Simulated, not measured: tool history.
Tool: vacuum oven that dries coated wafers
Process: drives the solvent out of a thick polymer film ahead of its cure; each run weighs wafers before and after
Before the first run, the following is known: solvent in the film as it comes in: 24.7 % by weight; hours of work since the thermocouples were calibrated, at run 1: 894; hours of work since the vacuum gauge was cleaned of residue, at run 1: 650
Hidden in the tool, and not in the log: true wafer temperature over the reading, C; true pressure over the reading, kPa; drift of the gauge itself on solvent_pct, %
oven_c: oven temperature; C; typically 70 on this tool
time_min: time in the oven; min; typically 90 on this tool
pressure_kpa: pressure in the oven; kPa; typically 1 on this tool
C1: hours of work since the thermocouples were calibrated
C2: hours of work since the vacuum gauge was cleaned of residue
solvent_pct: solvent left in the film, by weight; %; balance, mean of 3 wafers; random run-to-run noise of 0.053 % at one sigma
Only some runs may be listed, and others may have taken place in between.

{"run": 1, "hour": 0.0, "oven_c": 70, "time_min": 90, "pressure_kpa": 1, "C1": 894, "C2": 650, "solvent_pct": 2.24}
{"run": 2, "hour": 21.4, "oven_c": 70, "time_min": 75, "pressure_kpa": 1, "C1": 909, "C2": 664, "solvent_pct": 3.03}
{"run": 3, "hour": 38.6, "oven_c": 70, "time_min": 75, "pressure_kpa": 1, "C1": 920, "C2": 676, "solvent_pct": 3.02}
{"run": 4, "hour": 57.7, "oven_c": 70, "time_min": 75, "pressure_kpa": 1, "C1": 933, "C2": 689, "solvent_pct": 2.99}
{"hour": 68.0, "done": "oven's thermocouples calibrated"}
{"run": 5, "hour": 78.0, "oven_c": 70, "time_min": 90, "pressure_kpa": 0.92, "C1": 7, "C2": 701, "solvent_pct": 1.94}
{"run": 6, "hour": 96.2, "oven_c": 70, "time_min": 90, "pressure_kpa": 0.92, "C1": 19, "C2": 714, "solvent_pct": 1.85}
{"run": 7, "hour": 114.0, "oven_c": 70, "time_min": 90, "pressure_kpa": 2.87, "C1": 31, "C2": 726, "solvent_pct": 2.92}
{"run": 8, "hour": 138.3, "oven_c": 70, "time_min": 90, "pressure_kpa": 2.87, "C1": 48, "C2": 742, "solvent_pct": 2.9}
{"run": 9, "hour": 162.9, "oven_c": 70, "time_min": 90, "pressure_kpa": 2.87, "C1": 64, "C2": 759, "solvent_pct": 2.98}
{"run": 10, "hour": 185.1, "oven_c": 70, "time_min": 90, "pressure_kpa": 3.19, "C1": 80, "C2": 774, "solvent_pct": 3.13}
{"run": 11, "hour": 204.3, "oven_c": 70, "time_min": 90, "pressure_kpa": 3.19, "C1": 93, "C2": 787, "solvent_pct": 3.06}
{"run": 12, "hour": 222.1, "oven_c": 70, "time_min": 55, "pressure_kpa": 1, "C1": 105, "C2": 799, "solvent_pct": 4.4}
{"run": 13, "hour": 243.7, "oven_c": 70, "time_min": 55, "pressure_kpa": 1, "C1": 119, "C2": 814, "solvent_pct": 4.5}
{"run": 14, "hour": 259.9, "oven_c": 70, "time_min": 55, "pressure_kpa": 1, "C1": 130, "C2": 825, "solvent_pct": 4.43}
{"run": 15, "hour": 281.8, "oven_c": 70, "time_min": 55, "pressure_kpa": 1, "C1": 145, "C2": 840, "solvent_pct": 4.57}
{"run": 16, "hour": 301.2, "oven_c": 70, "time_min": 55, "pressure_kpa": 1, "C1": 158, "C2": 853, "solvent_pct": 4.5}
{"run": 17, "hour": 319.2, "oven_c": 70, "time_min": 99, "pressure_kpa": 1, "C1": 171, "C2": 865, "solvent_pct": 1.75}
{"run": 18, "hour": 336.5, "oven_c": 70, "time_min": 99, "pressure_kpa": 1, "C1": 182, "C2": 877, "solvent_pct": 1.82}
{"run": 19, "hour": 346.8, "oven_c": 70, "time_min": 67, "pressure_kpa": 1, "C1": 189, "C2": 884, "solvent_pct": 3.4}
{"run": 20, "hour": 370.9, "oven_c": 70, "time_min": 67, "pressure_kpa": 1, "C1": 206, "C2": 900, "solvent_pct": 3.36}
{"run": 21, "hour": 382.6, "oven_c": 70, "time_min": 67, "pressure_kpa": 1, "C1": 214, "C2": 908, "solvent_pct": 3.38}
{"run": 22, "hour": 405.7, "oven_c": 70, "time_min": 67, "pressure_kpa": 1, "C1": 229, "C2": 924, "solvent_pct": 3.38}
{"run": 23, "hour": 417.9, "oven_c": 70, "time_min": 90, "pressure_kpa": 1, "C1": 238, "C2": 932, "solvent_pct": 2.07}
{"run": 24, "hour": 438.5, "oven_c": 70, "time_min": 90, "pressure_kpa": 1, "C1": 252, "C2": 946, "solvent_pct": 2.08}
{"run": 25, "hour": 452.5, "oven_c": 70, "time_min": 90, "pressure_kpa": 1, "C1": 261, "C2": 956, "solvent_pct": 2.11}
{"run": 26, "hour": 471.0, "oven_c": 71, "time_min": 106, "pressure_kpa": 1.39, "C1": 274, "C2": 968, "solvent_pct": 1.63}
{"run": 27, "hour": 481.0, "oven_c": 57, "time_min": 63, "pressure_kpa": 1.78, "C1": 281, "C2": 975, "solvent_pct": 10.66}
{"run": 28, "hour": 493.8, "oven_c": 67, "time_min": 52, "pressure_kpa": 1.78, "C1": 289, "C2": 984, "solvent_pct": 6.93}
{"run": 29, "hour": 507.3, "oven_c": 67, "time_min": 52, "pressure_kpa": 3.21, "C1": 298, "C2": 993, "solvent_pct": 7.46}
{"run": 30, "hour": 520.9, "oven_c": 57, "time_min": 90, "pressure_kpa": 1.98, "C1": 308, "C2": 1002, "solvent_pct": 8.52}
{"run": 31, "hour": 538.2, "oven_c": 75, "time_min": 97, "pressure_kpa": 3.9, "C1": 319, "C2": 1014, "solvent_pct": 2.21}
{"run": 32, "hour": 557.4, "oven_c": 75, "time_min": 97, "pressure_kpa": 0.52, "C1": 333, "C2": 1027, "solvent_pct": 0.76}
{"hour": 561.0, "done": "vacuum gauge cleaned of residue and calibrated"}
{"run": 33, "hour": 569.1, "oven_c": 73, "time_min": 84, "pressure_kpa": 0.9, "C1": 339, "C2": 6, "solvent_pct": 1.71}
{"run": 34, "hour": 586.1, "oven_c": 56, "time_min": 52, "pressure_kpa": 2.39, "C1": 351, "C2": 17, "solvent_pct": 13.13}
{"run": 35, "hour": 604.8, "oven_c": 70, "time_min": 113, "pressure_kpa": 2.2, "C1": 364, "C2": 30, "solvent_pct": 2.22}
{"run": 36, "hour": 616.9, "oven_c": 58, "time_min": 120, "pressure_kpa": 1, "C1": 372, "C2": 38, "solvent_pct": 5.7}
{"run": 37, "hour": 640.7, "oven_c": 58, "time_min": 126, "pressure_kpa": 1, "C1": 388, "C2": 54, "solvent_pct": 5.57}
{"run": 38, "hour": 653.6, "oven_c": 58, "time_min": 126, "pressure_kpa": 1, "C1": 397, "C2": 63, "solvent_pct": 5.49}
{"run": 39, "hour": 666.8, "oven_c": 58, "time_min": 81, "pressure_kpa": 1.21, "C1": 406, "C2": 72, "solvent_pct": 8.44}
{"run": 40, "hour": 685.1, "oven_c": 58, "time_min": 81, "pressure_kpa": 1.21, "C1": 418, "C2": 84, "solvent_pct": 8.39}
{"hour": 691.6, "done": "vacuum gauge cleaned of residue and calibrated, once more"}
{"run": 41, "hour": 706.7, "oven_c": 58, "time_min": 81, "pressure_kpa": 1.21, "C1": 432, "C2": 10, "solvent_pct": 7.92}
{"run": 42, "hour": 718.4, "oven_c": 63, "time_min": 148, "pressure_kpa": 1, "C1": 440, "C2": 18, "solvent_pct": 2.06}
{"run": 43, "hour": 737.5, "oven_c": 66, "time_min": 59, "pressure_kpa": 2.3, "C1": 453, "C2": 31, "solvent_pct": 6.69}
{"run": 44, "hour": 757.9, "oven_c": 57, "time_min": 71, "pressure_kpa": 0.93, "C1": 467, "C2": 45, "solvent_pct": 9.26}
{"run": 45, "hour": 774.7, "oven_c": 57, "time_min": 71, "pressure_kpa": 0.93, "C1": 478, "C2": 57, "solvent_pct": 9.36}
{"run": 46, "hour": 796.5, "oven_c": 73, "time_min": 90, "pressure_kpa": 1.9, "C1": 493, "C2": 71, "solvent_pct": 1.74}

Per-run results on a tool with no hidden state, each run keeping its own random variation:
run=1 solvent_pct=1.78
run=2 solvent_pct=2.48
run=3 solvent_pct=2.46
run=4 solvent_pct=2.43
run=5 solvent_pct=1.76
run=6 solvent_pct=1.67
run=7 solvent_pct=2.72
run=8 solvent_pct=2.68
run=9 solvent_pct=2.75
run=10 solvent_pct=2.9
run=11 solvent_pct=2.82
run=12 solvent_pct=4.13
run=13 solvent_pct=4.23
run=14 solvent_pct=4.15
run=15 solvent_pct=4.27
run=16 solvent_pct=4.19
run=17 solvent_pct=1.49
run=18 solvent_pct=1.55
run=19 solvent_pct=3.09
run=20 solvent_pct=3.03
run=21 solvent_pct=3.05
run=22 solvent_pct=3.03
run=23 solvent_pct=1.76
run=24 solvent_pct=1.76
run=25 solvent_pct=1.79
run=26 solvent_pct=1.34
run=27 solvent_pct=10.15
run=28 solvent_pct=6.46
run=29 solvent_pct=6.98
run=30 solvent_pct=7.93
run=31 solvent_pct=1.94
run=32 solvent_pct=0.52
run=33 solvent_pct=1.28
run=34 solvent_pct=12.43
run=35 solvent_pct=1.72
run=36 solvent_pct=4.83
run=37 solvent_pct=4.68
run=38 solvent_pct=4.6
run=39 solvent_pct=7.59
run=40 solvent_pct=7.53
run=41 solvent_pct=7.51
run=42 solvent_pct=1.84
run=43 solvent_pct=6.29
run=44 solvent_pct=8.83
run=45 solvent_pct=8.9
run=46 solvent_pct=1.56
